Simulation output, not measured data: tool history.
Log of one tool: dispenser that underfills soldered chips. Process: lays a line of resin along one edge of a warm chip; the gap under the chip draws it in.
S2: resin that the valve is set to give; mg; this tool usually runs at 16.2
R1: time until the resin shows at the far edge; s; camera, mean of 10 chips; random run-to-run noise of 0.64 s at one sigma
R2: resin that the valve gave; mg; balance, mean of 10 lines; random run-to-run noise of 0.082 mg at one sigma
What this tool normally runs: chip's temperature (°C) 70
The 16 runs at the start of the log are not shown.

-- day=6.221 new syringe of resin
run 17 day=6.392 | chip's_temperature_(°C)=68 S2=16.2 | R1=76.7 R2=15.08
-- day=6.721 new syringe of resin
run 18 day=6.896 | chip's_temperature_(°C)=56 S2=18.1 | R1=115.5 R2=16.78
-- day=7.212 new syringe of resin
run 19 day=7.221 | chip's_temperature_(°C)=56 S2=18.1 | R1=100.9 R2=16.58
run 20 day=7.571 | chip's_temperature_(°C)=64 S2=16 | R1=107 R2=14.47
-- day=7.721 new syringe of resin
run 21 day=7.858 | chip's_temperature_(°C)=56 S2=16 | R1=116.1 R2=14.56
run 22 day=8.075 | chip's_temperature_(°C)=56 S2=15 | R1=145.1 R2=13.62
-- day=8.212 new syringe of resin
run 23 day=8.358 | chip's_temperature_(°C)=78 S2=16.2 | R1=54.2 R2=14.7
run 24 day=8.604 | chip's_temperature_(°C)=64 S2=14.1 | R1=113.7 R2=12.56
-- day=8.721 new syringe of resin
run 25 day=9.075 | chip's_temperature_(°C)=57 S2=14.6 | R1=140.6 R2=13.05
-- day=9.212 new syringe of resin
run 26 day=9.375 | chip's_temperature_(°C)=76 S2=16.8 | R1=57.5 R2=14.9
run 27 day=9.617 | chip's_temperature_(°C)=70 S2=19 | R1=87 R2=16.86
-- day=9.717 new syringe of resin
run 28 day=9.958 | chip's_temperature_(°C)=70 S2=19 | R1=76.1 R2=16.7
-- day=10.212 new syringe of resin
run 29 day=10.212 | chip's_temperature_(°C)=70 S2=19 | R1=61.1 R2=16.46
-- day=10.308 dispensing valve cleaned and set on the balance
run 30 day=10.504 | chip's_temperature_(°C)=63 S2=19.6 | R1=98.1 R2=19.77
run 31 day=10.721 | chip's_temperature_(°C)=75 S2=16.4 | R1=81.4 R2=16.37
-- day=10.771 new syringe of resin
run 32 day=11.229 | chip's_temperature_(°C)=85 S2=14.6 | R1=58.1 R2=14.41

Run 33 is up next; what results do you expect?
-- day=11.288 new syringe of resin
run 33 day=11.65 | chip's_temperature_(°C)=75 S2=17.3 | R1=? R2=?

R1: 71.2 s
R2: 17.12 mg
Had the tool carried no hidden state, the very same run would have given R1 47.4 s, R2 17.4 mg.

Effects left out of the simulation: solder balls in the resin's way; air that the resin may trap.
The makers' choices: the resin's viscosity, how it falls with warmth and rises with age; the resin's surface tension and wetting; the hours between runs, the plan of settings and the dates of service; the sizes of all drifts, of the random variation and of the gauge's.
